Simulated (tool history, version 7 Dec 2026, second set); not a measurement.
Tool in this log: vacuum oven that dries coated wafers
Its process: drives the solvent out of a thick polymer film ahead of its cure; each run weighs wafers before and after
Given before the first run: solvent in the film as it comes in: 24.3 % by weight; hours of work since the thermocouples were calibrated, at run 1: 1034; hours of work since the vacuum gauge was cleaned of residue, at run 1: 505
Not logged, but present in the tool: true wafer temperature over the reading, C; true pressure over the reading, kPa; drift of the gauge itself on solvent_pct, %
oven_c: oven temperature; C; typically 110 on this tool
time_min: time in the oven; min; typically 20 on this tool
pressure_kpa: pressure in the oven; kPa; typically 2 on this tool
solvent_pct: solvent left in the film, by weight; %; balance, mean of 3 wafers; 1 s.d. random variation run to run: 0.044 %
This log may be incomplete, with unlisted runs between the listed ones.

run	hour	oven_c	time_min	pressure_kpa	hours of work since the thermocouples were calibrated	hours of work since the vacuum gauge was cleaned of residue	solvent_pct
1	0	110	20	2	1034	505	2.07
2	37	110	20	2	1054	525	2.07
3	69.6	110	20	2	1072	543	2.07
4	107.3	110	20	2	1093	564	2.1
5	136	110	20	2	1109	580	2.18
6	166.3	110	20	2	1126	597	2.06
7	194	112	20	2	1141	612	1.68
8	225.4	110	20	3.78	1158	629	2.87
# hour 232: oven's thermocouples calibrated
9	251.4	110	20	2	11	642	2.22
10	297	110	20	2	36	667	2.21
11	327.2	110	20	1.63	52	684	2.04
12	355.3	110	20	1.63	68	699	2.07
13	410.2	110	20	2	98	729	2.22
14	455	110	20	5.62	123	754	3.9
15	499.3	110	20	5.62	147	778	3.94
16	542.9	110	12	5.62	171	802	6.12
17	591.1	110	20	2	197	829	2.17
18	621.3	110	17	6.68	214	845	4.95
19	651.8	95	15	2	231	862	9.23
20	700.3	105	11	5.47	257	889	8.73
21	745.5	105	11	5.47	282	914	8.51
22	788.3	105	11	5.47	306	937	8.66
23	836.5	110	20	3.39	332	964	2.78
24	889.9	98	12	4.6	361	993	10.64
25	939.9	109	13	1.14	389	1020	3.97
26	982.8	109	13	1.14	412	1044	4
27	1007.6	109	13	1.14	426	1058	4.01
28	1039.5	106	16	7.6	444	1075	6.94
29	1090.4	106	16	7.6	472	1103	7
30	1137	106	16	7.6	497	1129	6.96
31	1187.2	110	13	3.15	525	1156	4.46
32	1236	118	27	5.65	552	1183	2.21
33	1273.8	116	20	1.44	572	1204	0.96
34	1303.1	116	20	1.44	588	1220	1.05

Alternative continuations, all from the tool just after run 34; predict every row:
A	1330.8	101	20	2	604	1235	?
B	1330.8	97	20	4.39	604	1235	?
C	1330.8	109	20	2	604	1235	?
D	1330.8	123	20	2	604	1235	?
E	1330.8	116	20	1.23	604	1235	?

run	solvent_pct
A	4.62
B	7.59
C	2.28
D	0.75
E	0.9
Without the tool's unlogged condition, the same runs would have read:
run	solvent_pct
A	4.98
B	8.03
C	2.49
D	0.76
E	0.97
